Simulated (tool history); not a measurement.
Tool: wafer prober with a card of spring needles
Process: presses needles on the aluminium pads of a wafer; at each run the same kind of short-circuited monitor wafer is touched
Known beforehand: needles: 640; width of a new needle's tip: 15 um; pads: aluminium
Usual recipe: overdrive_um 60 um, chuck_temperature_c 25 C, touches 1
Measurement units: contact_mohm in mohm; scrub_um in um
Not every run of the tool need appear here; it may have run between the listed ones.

run	hour	overdrive_um	chuck_temperature_c	touches	contact_mohm	scrub_um
1	0	60	25	1	288	7.45
# hour 8.6: tips cleaned on abrasive film
2	19.5	60	25	1	338	7.44
# hour 20.9: tips cleaned on abrasive film
# hour 33.4: tips cleaned on abrasive film
3	40.9	60	25	1	319	7.41
# hour 45.8: tips cleaned on abrasive film
4	54.7	60	25	1	330	7.41
# hour 57.8: tips cleaned on abrasive film
# hour 69.5: tips cleaned on abrasive film
5	75	60	25	1	308	7.38
# hour 82: tips cleaned on abrasive film
# hour 93.9: tips cleaned on abrasive film
6	94.5	60	25	1	265	7.36
# hour 106.9: tips cleaned on abrasive film
7	114.2	60	25	1	326	7.37
# hour 118.5: tips cleaned on abrasive film
# hour 122.8: height of the first contact set anew
8	127.8	60	25	1	345	7.19
# hour 130.8: tips cleaned on abrasive film
9	140.7	60	25	1	346	7.17
# hour 142.5: tips cleaned on abrasive film
# hour 154.2: tips cleaned on abrasive film
10	160.5	60	71	2	306	7.15
# hour 166.5: height of the first contact set anew, once more
# hour 166.6: tips cleaned on abrasive film
11	170.4	45	30	2	306	5.69
# hour 178.9: tips cleaned on abrasive film
12	180.4	52	30	3	267	6.55
# hour 191: tips cleaned on abrasive film
13	198.6	61	28	3	272	7.68
# hour 204.2: tips cleaned on abrasive film
14	211.3	71	31	1	301	8.94

Difference, measured minus no-hidden-state, one row per run. Run-to-run variation is common to both terms; the gauge's own scatter need not be:
Hidden state present: debris on the tips, nm; way that the needles fall short of the set height, um; tips' diameter, um; drift of the gauge itself on contact_mohm, %; drift of the gauge itself on scrub_um, %.
run	contact_mohm	scrub_um
1	+42	-0.13
2	+93	-0.14
3	+74	-0.17
4	+87	-0.19
5	+62	-0.21
6	+19	-0.23
7	+82	-0.24
8	+98	-0.41
9	+102	-0.43
10	+45	-0.45
11	+52	-0.02
12	+16	-0.02
13	+29	-0.04
14	+57	-0.05
